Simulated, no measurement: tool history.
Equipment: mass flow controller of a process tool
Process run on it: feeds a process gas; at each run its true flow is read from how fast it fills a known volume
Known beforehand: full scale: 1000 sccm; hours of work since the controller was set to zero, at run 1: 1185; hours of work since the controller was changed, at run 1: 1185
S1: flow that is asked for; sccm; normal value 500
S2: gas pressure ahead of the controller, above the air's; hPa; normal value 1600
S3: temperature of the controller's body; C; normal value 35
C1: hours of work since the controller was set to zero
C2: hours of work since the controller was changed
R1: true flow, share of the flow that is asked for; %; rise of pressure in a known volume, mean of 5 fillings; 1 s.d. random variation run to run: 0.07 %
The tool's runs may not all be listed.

| run | hour | S1 | S2 | S3 | C1 | C2 | R1 |
|---|---|---|---|---|---|---|---|
| 1 | 0 | 500 | 1600 | 35 | 1185 | 1185 | 100.09 |
| 2 | 451.8 | 500 | 1600 | 35 | 1461 | 1461 | 100.51 |
| 3 | 805.2 | 500 | 1600 | 35 | 1677 | 1677 | 100.64 |
| 4 | 1117.3 | 500 | 1600 | 35 | 1868 | 1868 | 100.93 |
| 5 | 1486 | 500 | 1600 | 35 | 2094 | 2094 | 101.14 |
| 6 | 2009.7 | 500 | 1600 | 35 | 2414 | 2414 | 101.42 |
| 7 | 2302.3 | 105 | 1600 | 35 | 2593 | 2593 | 107.38 |
| 8 | 2661.4 | 105 | 1600 | 35 | 2813 | 2813 | 107.99 |
| 9 | 3178.4 | 105 | 1600 | 35 | 3129 | 3129 | 109.05 |
| 10 | 3451.9 | 105 | 1600 | 35 | 3296 | 3296 | 109.79 |
| 11 | 3720.9 | 105 | 1600 | 35 | 3461 | 3461 | 110.24 |
| 12 | 4109.9 | 105 | 1600 | 35 | 3699 | 3699 | 110.94 |
| 13 | 4482.7 | 105 | 1600 | 31 | 3927 | 3927 | 111.56 |
| 14 | 4892.5 | 172 | 2100 | 25 | 4177 | 4177 | 107.05 |
| 15 | 5224.1 | 117 | 2430 | 26 | 4380 | 4380 | 111.34 |
|  | 5279.2 | controller's zero set anew |
| 16 | 5473.7 | 117 | 2430 | 26 | 119 | 4533 | 98.92 |
| 17 | 5734.5 | 117 | 2430 | 26 | 278 | 4692 | 99.54 |
| 18 | 5978.8 | 117 | 2780 | 21 | 428 | 4842 | 99.69 |
| 19 | 6423.3 | 500 | 1530 | 36 | 700 | 5113 | 101.16 |
| 20 | 6859.4 | 500 | 1530 | 36 | 967 | 5380 | 101.39 |
| 21 | 7397.6 | 500 | 1530 | 36 | 1296 | 5709 | 101.82 |
| 22 | 7701.8 | 531 | 1870 | 34 | 1482 | 5896 | 101.79 |

Below are 3 alternative next runs, each starting from the tool's condition after run 22. Predict each:
| A | 8203.6 | 500 | 1750 | 35 | 1789 | 6202 | ? |
| B | 8203.6 | 375 | 1880 | 21 | 1789 | 6202 | ? |
| C | 8203.6 | 500 | 1600 | 22 | 1789 | 6202 | ? |

| run | R1 |
|---|---|
| A | 102.12 |
| B | 101.6 |
| C | 101.9 |
Without the tool's unlogged condition, the same runs would have read:
| run | R1 |
|---|---|
| A | 98.85 |
| B | 97.93 |
| C | 98.63 |
